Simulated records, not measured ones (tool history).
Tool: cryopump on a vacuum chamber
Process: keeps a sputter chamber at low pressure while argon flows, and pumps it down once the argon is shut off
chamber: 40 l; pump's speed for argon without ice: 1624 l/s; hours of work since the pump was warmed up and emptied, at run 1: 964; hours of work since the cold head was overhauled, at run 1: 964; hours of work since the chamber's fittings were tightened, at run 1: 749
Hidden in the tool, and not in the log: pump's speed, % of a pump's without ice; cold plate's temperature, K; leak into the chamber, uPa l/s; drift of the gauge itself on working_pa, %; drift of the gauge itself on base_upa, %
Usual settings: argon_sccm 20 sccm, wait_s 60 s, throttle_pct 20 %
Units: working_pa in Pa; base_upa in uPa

run    hour  argon_sccm  wait_s  throttle_pct  hours of work since the pump was warmed up and emptied  hours of work since the cold head was overhauled  hours of work since the chamber's fittings were tightened  working_pa  base_upa
  1     0.0          20      60            20                                                     964                                               964                                                        749      0.1095      2.52
       20.8  -- pump warmed up, emptied and cooled again
  2    70.9          20      60            20                                                      22                                               994                                                        779      0.1043      2.35
  3   152.8          20      60            20                                                      59                                              1030                                                        815      0.1055      2.36
  4   242.5          20      60            20                                                      98                                              1070                                                        855      0.1056      2.39
  5   285.9          20      25            20                                                     118                                              1089                                                        874      0.1038      4.48
  6   388.1          20      25            20                                                     163                                              1135                                                        919      0.1042      4.51
  7   456.0          20      60            20                                                     193                                              1165                                                        950      0.1046      2.60
  8   512.9          20      60            20                                                     219                                              1190                                                        975      0.1046      2.58
  9   615.6          20      60            20                                                     264                                              1236                                                       1021      0.1056      2.62
 10   698.1          16      60            20                                                     301                                              1272                                                       1057      0.0859      2.62
 11   760.6          20      60            34                                                     329                                              1300                                                       1085      0.0641      2.70
 12   844.3          20      60            34                                                     366                                              1337                                                       1122      0.0632      2.69
 13   925.3          20      60            34                                                     402                                              1373                                                       1158      0.0623      2.80
 14   993.5          20      60            34                                                     432                                              1403                                                       1188      0.0641      2.84
 15  1085.8          20      60            34                                                     473                                              1444                                                       1229      0.0628      2.82
 16  1145.6          20      60            20                                                     500                                              1471                                                       1256      0.1073      2.81
 17  1228.3          20      60            20                                                     536                                              1508                                                       1293      0.1081      2.93
 18  1297.6          20      60            20                                                     567                                              1539                                                       1323      0.1073      2.98
 19  1379.6          22      25            16                                                     603                                              1575                                                       1360      0.1472      5.06
     1396.7  -- leaking fittings of the chamber tightened, without venting
 20  1466.5          15      32            25                                                     641                                              1613                                                         31      0.0660      2.98
 21  1547.5          12      20            20                                                     677                                              1649                                                         67      0.0645      4.77
 22  1601.6          12      20            20                                                     701                                              1673                                                         91      0.0646      4.81
 23  1683.2          16     168            20                                                     737                                              1709                                                        127      0.0868      0.85
 24  1748.3          23     186            32                                                     766                                              1738                                                        156      0.0798      0.86
 25  1826.6          23     239            23                                                     801                                              1773                                                        191      0.1101      0.81
 26  1885.9          23     239            25                                                     827                                              1799                                                        217      0.1010      0.84
 27  1954.9          23     239            28                                                     858                                              1830                                                        248      0.0926      0.88
 28  2001.6          20      97            57                                                     879                                              1850                                                        269      0.0421      1.41
 29  2069.5          20      60            17                                                     909                                              1880                                                        299      0.1282      2.06
 30  2163.0          20     126            53                                                     951                                              1922                                                        340      0.0456      1.34
     2210.2  -- pump warmed up, emptied and cooled again
 31  2210.4          20     276            20                                                       0                                              1941                                                        359      0.1051      0.83
 32  2273.6          28      32            27                                                      28                                              1969                                                        387      0.1094      3.21
 33  2375.2          32      22            23                                                      73                                              2014                                                        432      0.1472      4.66

4 ways to go on from here, each from the tool as it stands after run 33. What would each give?
  A  2463.9          33     132            53                                                     113                                              2053                                                        472           ?         ?
  B  2463.9          20      88            20                                                     113                                              2053                                                        472           ?         ?
  C  2463.9          11     147            16                                                     113                                              2053                                                        472           ?         ?
  D  2463.9          29      22            42                                                     113                                              2053                                                        472           ?         ?

run  working_pa  base_upa
  A      0.0675      1.32
  B      0.1061      1.60
  C      0.0725      1.17
  D      0.0731      4.80
Without the tool's hidden state the same runs would have given:
run  working_pa  base_upa
  A      0.0657      0.89
  B      0.1050      1.19
  C      0.0719      0.74
  D      0.0715      4.36
